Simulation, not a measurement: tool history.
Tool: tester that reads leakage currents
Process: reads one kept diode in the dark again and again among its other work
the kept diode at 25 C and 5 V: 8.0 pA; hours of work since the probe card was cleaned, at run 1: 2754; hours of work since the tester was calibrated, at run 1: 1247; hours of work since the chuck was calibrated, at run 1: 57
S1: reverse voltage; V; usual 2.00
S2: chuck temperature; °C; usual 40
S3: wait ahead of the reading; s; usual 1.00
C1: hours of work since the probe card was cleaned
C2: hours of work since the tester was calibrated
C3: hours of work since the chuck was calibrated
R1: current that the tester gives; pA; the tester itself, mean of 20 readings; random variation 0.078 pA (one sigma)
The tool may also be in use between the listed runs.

run 1 day=0.000 | S1=2.00 S2=40 S3=1.00 | C1=2754 C2=1247 C3=57 | R1=20.56
run 2 day=1.758 | S1=2.00 S2=40 S3=1.00 | C1=2783 C2=1276 C3=86 | R1=20.55
run 3 day=3.671 | S1=2.00 S2=40 S3=1.00 | C1=2815 C2=1308 C3=118 | R1=20.43
run 4 day=6.292 | S1=2.00 S2=40 S3=1.00 | C1=2859 C2=1352 C3=162 | R1=20.35
run 5 day=7.558 | S1=2.00 S2=40 S3=1.00 | C1=2881 C2=1373 C3=184 | R1=20.34
run 6 day=9.108 | S1=2.00 S2=40 S3=0.39 | C1=2907 C2=1399 C3=210 | R1=20.97
run 7 day=11.750 | S1=2.00 S2=40 S3=7.09 | C1=2951 C2=1444 C3=254 | R1=19.54
run 8 day=13.325 | S1=2.00 S2=25 S3=1.00 | C1=2977 C2=1470 C3=280 | R1=6.12
run 9 day=15.033 | S1=2.00 S2=25 S3=1.00 | C1=3006 C2=1499 C3=309 | R1=6.02
run 10 day=16.196 | S1=2.00 S2=25 S3=1.00 | C1=3026 C2=1518 C3=329 | R1=5.96
run 11 day=18.696 | S1=2.00 S2=25 S3=1.00 | C1=3068 C2=1560 C3=371 | R1=6.02
run 12 day=20.012 | S1=2.00 S2=53 S3=1.00 | C1=3090 C2=1582 C3=393 | R1=55.62
-- day=21.346 probe card cleaned and baked
run 13 day=22.162 | S1=2.00 S2=52 S3=1.00 | C1=14 C2=1616 C3=427 | R1=49.94
run 14 day=23.296 | S1=2.00 S2=52 S3=1.00 | C1=33 C2=1635 C3=446 | R1=50.18
run 15 day=24.542 | S1=5.85 S2=28 S3=3.93 | C1=54 C2=1656 C3=467 | R1=11.17
run 16 day=26.921 | S1=3.35 S2=34 S3=0.64 | C1=94 C2=1696 C3=506 | R1=15.21
run 17 day=29.392 | S1=13.93 S2=32 S3=0.76 | C1=135 C2=1738 C3=548 | R1=29.12
run 18 day=30.621 | S1=2.00 S2=40 S3=0.39 | C1=156 C2=1758 C3=569 | R1=18.98
run 19 day=32.921 | S1=2.00 S2=40 S3=0.39 | C1=194 C2=1797 C3=607 | R1=19.05
run 20 day=34.533 | S1=2.00 S2=49 S3=0.71 | C1=221 C2=1824 C3=634 | R1=38.58
run 21 day=35.742 | S1=2.00 S2=40 S3=4.89 | C1=242 C2=1844 C3=654 | R1=17.76
run 22 day=37.696 | S1=18.47 S2=31 S3=0.85 | C1=274 C2=1877 C3=687 | R1=31.49
-- day=37.971 chuck's temperature calibrated
run 23 day=39.662 | S1=12.20 S2=38 S3=9.08 | C1=306 C2=1909 C3=28 | R1=43.12
run 24 day=42.008 | S1=10.83 S2=40 S3=1.00 | C1=345 C2=1948 C3=68 | R1=50.19

3 ways to go on from here, each from the tool as it stands after run 24. What would each give?
run A day=44.683 | S1=16.21 S2=40 S3=1.00 | C1=390 C2=1993 C3=113 | R1=?
run B day=44.683 | S1=2.00 S2=49 S3=1.00 | C1=390 C2=1993 C3=113 | R1=?
run C day=44.683 | S1=6.33 S2=20 S3=1.05 | C1=390 C2=1993 C3=113 | R1=?

run=A R1=62.49
run=B R1=41.39
run=C R1=7.47
Without the tool's hidden state the same runs would have given:
run=A R1=62.29
run=B R1=41.75
run=C R1=7.19
